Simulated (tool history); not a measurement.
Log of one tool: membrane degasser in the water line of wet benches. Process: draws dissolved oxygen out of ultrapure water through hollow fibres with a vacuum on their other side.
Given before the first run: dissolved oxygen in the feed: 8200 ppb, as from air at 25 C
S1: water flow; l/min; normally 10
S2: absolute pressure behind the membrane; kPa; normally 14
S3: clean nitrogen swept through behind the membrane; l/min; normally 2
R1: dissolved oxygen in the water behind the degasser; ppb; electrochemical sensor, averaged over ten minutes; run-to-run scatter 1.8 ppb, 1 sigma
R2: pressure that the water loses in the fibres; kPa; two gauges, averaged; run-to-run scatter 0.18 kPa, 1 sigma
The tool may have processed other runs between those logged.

run	hour	S1	S2	S3	R1	R2
1	0	10	14	2	186.2	34.8
2	83.4	10	14	2	183.8	34.34
3	133.1	10	14	2	186	34.93
4	227.7	10	14	2	186.8	34.76
5	320.1	10	14	2	185.5	35.33
6	411.4	10	14	2	188.1	34.57
7	507.8	10	14	2	184.7	34.62
# hour 516.8: vacuum gauge calibrated
8	599.7	10	14	2	187.8	35.01
9	679.8	10	14	2	192.1	34.59
# hour 715.2: vacuum gauge calibrated, once more
10	734.4	10	14	2	187	35.07
11	816.9	15	9.1	2	232.9	52.55
12	900.2	10	21.9	5.45	140	34.74
13	952.9	10	21.9	5.45	139.2	34.79
14	1012	10	9.5	3.56	95.1	34.61
15	1075.9	10	14	2.07	185.6	34.95

Estimate the outcome of run 16 from the log above:
16	1145.2	11	29.7	1.36	?	?

For run 16 the tool returned R1 571.9 ppb, R2 38.11 kPa.
With no hidden state in the tool, this same run would have given R1 537.7 ppb, R2 37.48 kPa.

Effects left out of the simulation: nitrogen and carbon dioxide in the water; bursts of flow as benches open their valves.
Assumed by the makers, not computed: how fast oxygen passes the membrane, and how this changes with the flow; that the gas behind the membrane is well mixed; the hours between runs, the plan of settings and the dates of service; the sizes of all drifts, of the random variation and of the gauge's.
